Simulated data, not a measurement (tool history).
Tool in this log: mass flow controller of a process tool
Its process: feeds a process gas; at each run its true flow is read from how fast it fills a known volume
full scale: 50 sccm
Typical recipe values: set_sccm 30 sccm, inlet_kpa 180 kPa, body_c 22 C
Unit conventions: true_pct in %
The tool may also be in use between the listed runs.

run    hour  set_sccm  inlet_kpa  body_c  true_pct
  1     0.0        30        180      22    100.72
  2   166.6        32        180      22    100.81
  3   299.6        32        180      22    100.81
  4   484.8        32        180      22    100.77
  5   591.1        32        180      22    100.85
  6   670.2        32        180      22    100.88
  7   775.2        32        180      21    100.84
  8   857.5        30        180      22    100.79
  9  1002.3        30        180      22    100.76
 10  1109.3        30        180      22    100.77
 11  1228.3        30        148      26    100.73
 12  1410.1        19        148      26    100.45
 13  1560.3        19        148      26    100.46
 14  1710.3        10        273      26     99.17
 15  1880.7         7        177      39     98.44
 16  2064.2        28        180      22    100.70
 17  2184.8        11        228      26     99.48
 18  2289.0        12        224      21     99.94
 19  2410.4        30        225      34     99.86

Measured minus without-hidden-state, run by run (identical run-to-run variation in each term; gauge scatter may differ):
The tool's hidden condition here consists of: flow at rest that the sensor doesn't see, % of full scale; true flow over the shown one, %; drift of the gauge itself on true_pct, %.
run  true_pct
  1     +0.54
  2     +0.56
  3     +0.57
  4     +0.57
  5     +0.58
  6     +0.58
  7     +0.59
  8     +0.58
  9     +0.58
 10     +0.58
 11     +0.59
 12     +0.41
 13     +0.42
 14     -0.05
 15     -0.49
 16     +0.60
 17     +0.03
 18     +0.11
 19     +0.65
